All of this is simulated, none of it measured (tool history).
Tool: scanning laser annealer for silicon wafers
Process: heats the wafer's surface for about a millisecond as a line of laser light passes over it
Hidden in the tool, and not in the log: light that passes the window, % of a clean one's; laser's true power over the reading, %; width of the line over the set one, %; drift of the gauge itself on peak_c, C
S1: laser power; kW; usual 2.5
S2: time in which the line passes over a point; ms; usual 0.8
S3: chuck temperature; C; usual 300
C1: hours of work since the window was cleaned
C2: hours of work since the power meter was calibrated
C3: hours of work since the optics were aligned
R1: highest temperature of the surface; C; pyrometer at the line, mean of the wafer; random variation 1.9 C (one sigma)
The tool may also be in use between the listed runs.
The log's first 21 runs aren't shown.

run 22 day=22.175 | S1=2.489 S2=0.9 S3=265 | C1=525 C2=410 C3=797 | R1=1068
run 23 day=23.438 | S1=2.632 S2=0.578 S3=265 | C1=547 C2=432 C3=819 | R1=931
run 24 day=24.504 | S1=2.455 S2=0.8 S3=303 | C1=566 C2=451 C3=838 | R1=1045
run 25 day=26.012 | S1=2.441 S2=0.666 S3=303 | C1=593 C2=477 C3=865 | R1=974
run 26 day=27.433 | S1=2.645 S2=0.666 S3=265 | C1=618 C2=502 C3=890 | R1=985
run 27 day=28.633 | S1=2.645 S2=0.666 S3=265 | C1=639 C2=524 C3=911 | R1=984
run 28 day=29.379 | S1=2.645 S2=0.666 S3=265 | C1=652 C2=537 C3=924 | R1=982
run 29 day=30.408 | S1=2.645 S2=0.666 S3=265 | C1=670 C2=555 C3=942 | R1=983
run 30 day=31.5 | S1=2.645 S2=0.666 S3=265 | C1=689 C2=574 C3=961 | R1=983

Run 31 comes next. What will it give?
-- day=32.321 window over the wafer cleaned
run 31 day=32.629 | S1=2.625 S2=0.667 S3=265 | C1=5 C2=592 C3=980 | R1=?

Run 31 gave R1 1003 C.
Without the tool's hidden state the same run would have given R1 1014 C.
